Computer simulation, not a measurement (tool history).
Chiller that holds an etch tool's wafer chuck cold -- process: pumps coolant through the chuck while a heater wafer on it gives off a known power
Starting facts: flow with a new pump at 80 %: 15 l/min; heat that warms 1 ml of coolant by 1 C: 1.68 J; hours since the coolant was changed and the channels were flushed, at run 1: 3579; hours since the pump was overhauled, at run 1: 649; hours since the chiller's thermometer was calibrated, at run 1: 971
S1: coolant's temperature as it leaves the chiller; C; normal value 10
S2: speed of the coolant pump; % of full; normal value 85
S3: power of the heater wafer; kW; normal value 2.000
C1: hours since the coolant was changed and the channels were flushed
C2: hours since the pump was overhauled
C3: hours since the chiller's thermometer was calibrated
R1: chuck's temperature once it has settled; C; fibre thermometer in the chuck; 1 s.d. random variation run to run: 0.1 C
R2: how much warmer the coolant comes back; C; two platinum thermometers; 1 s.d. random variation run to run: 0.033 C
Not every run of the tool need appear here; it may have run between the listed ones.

{"run": 1, "hour": 0.0, "S1": 10, "S2": 85, "S3": 2.0, "C1": 3579, "C2": 649, "C3": 971, "R1": 31.6, "R2": 4.53}
{"run": 2, "hour": 29.1, "S1": 10, "S2": 85, "S3": 2.0, "C1": 3609, "C2": 678, "C3": 1000, "R1": 31.7, "R2": 4.54}
{"run": 3, "hour": 49.2, "S1": 10, "S2": 85, "S3": 2.0, "C1": 3629, "C2": 698, "C3": 1021, "R1": 31.6, "R2": 4.5}
{"run": 4, "hour": 74.7, "S1": 10, "S2": 79, "S3": 2.0, "C1": 3654, "C2": 723, "C3": 1046, "R1": 33.4, "R2": 4.96}
{"run": 5, "hour": 101.5, "S1": 10, "S2": 79, "S3": 2.0, "C1": 3681, "C2": 750, "C3": 1073, "R1": 33.3, "R2": 4.96}
{"run": 6, "hour": 117.7, "S1": 10, "S2": 79, "S3": 2.0, "C1": 3697, "C2": 766, "C3": 1089, "R1": 33.3, "R2": 4.94}
{"run": 7, "hour": 146.4, "S1": 10, "S2": 79, "S3": 2.0, "C1": 3726, "C2": 795, "C3": 1118, "R1": 33.4, "R2": 4.91}
{"run": 8, "hour": 170.4, "S1": 5, "S2": 85, "S3": 2.0, "C1": 3750, "C2": 819, "C3": 1142, "R1": 26.8, "R2": 4.58}
{"run": 9, "hour": 205.9, "S1": 5, "S2": 85, "S3": 2.0, "C1": 3785, "C2": 854, "C3": 1177, "R1": 26.9, "R2": 4.53}
{"run": 10, "hour": 226.5, "S1": 8, "S2": 66, "S3": 2.0, "C1": 3806, "C2": 875, "C3": 1198, "R1": 35.8, "R2": 5.98}
{"run": 11, "hour": 246.2, "S1": 8, "S2": 66, "S3": 2.0, "C1": 3826, "C2": 895, "C3": 1218, "R1": 35.8, "R2": 6.04}
{"run": 12, "hour": 279.2, "S1": 8, "S2": 66, "S3": 2.0, "C1": 3859, "C2": 928, "C3": 1251, "R1": 35.6, "R2": 5.99}
{"run": 13, "hour": 308.3, "S1": 8, "S2": 84, "S3": 2.0, "C1": 3888, "C2": 957, "C3": 1280, "R1": 30.1, "R2": 4.56}
{"run": 14, "hour": 338.5, "S1": 8, "S2": 84, "S3": 2.0, "C1": 3918, "C2": 987, "C3": 1310, "R1": 30.1, "R2": 4.59}
{"run": 15, "hour": 353.7, "S1": 8, "S2": 84, "S3": 2.0, "C1": 3933, "C2": 1002, "C3": 1325, "R1": 30.3, "R2": 4.65}
{"run": 16, "hour": 372.5, "S1": 8, "S2": 84, "S3": 2.0, "C1": 3952, "C2": 1021, "C3": 1344, "R1": 30.4, "R2": 4.6}
{"run": 17, "hour": 405.9, "S1": 17, "S2": 85, "S3": 1.463, "C1": 3985, "C2": 1054, "C3": 1377, "R1": 32.8, "R2": 3.28}
{"run": 18, "hour": 438.3, "S1": 17, "S2": 85, "S3": 1.463, "C1": 4018, "C2": 1087, "C3": 1410, "R1": 32.8, "R2": 3.33}

Selected run-to-run steps in R1, each split into two signed amounts: the part the tool would show with no hidden state at all (from settings, incoming material and random variation), and the remainder, which goes to the hidden state together with any gauge scatter not common to the measured and the hidden-state-free results:
Unlogged tool condition in this case: heat passed by the chuck's channels, % of clean ones'; flow at a given pump speed, % of a new pump's; coolant's true temperature over the reading, C; drift of the gauge itself on chuck_c, C; drift of the gauge itself on warmer_back_c, C.
Run 9 -> 10: S1 5 -> 8, S2 85 -> 66. R1 +8.9 C: hidden state +0.5, all else +8.4.
Run 16 -> 17: S1 8 -> 17, S2 84 -> 85, S3 2.000 -> 1.463. R1 +2.4 C: hidden state -0.6, all else +3.0.
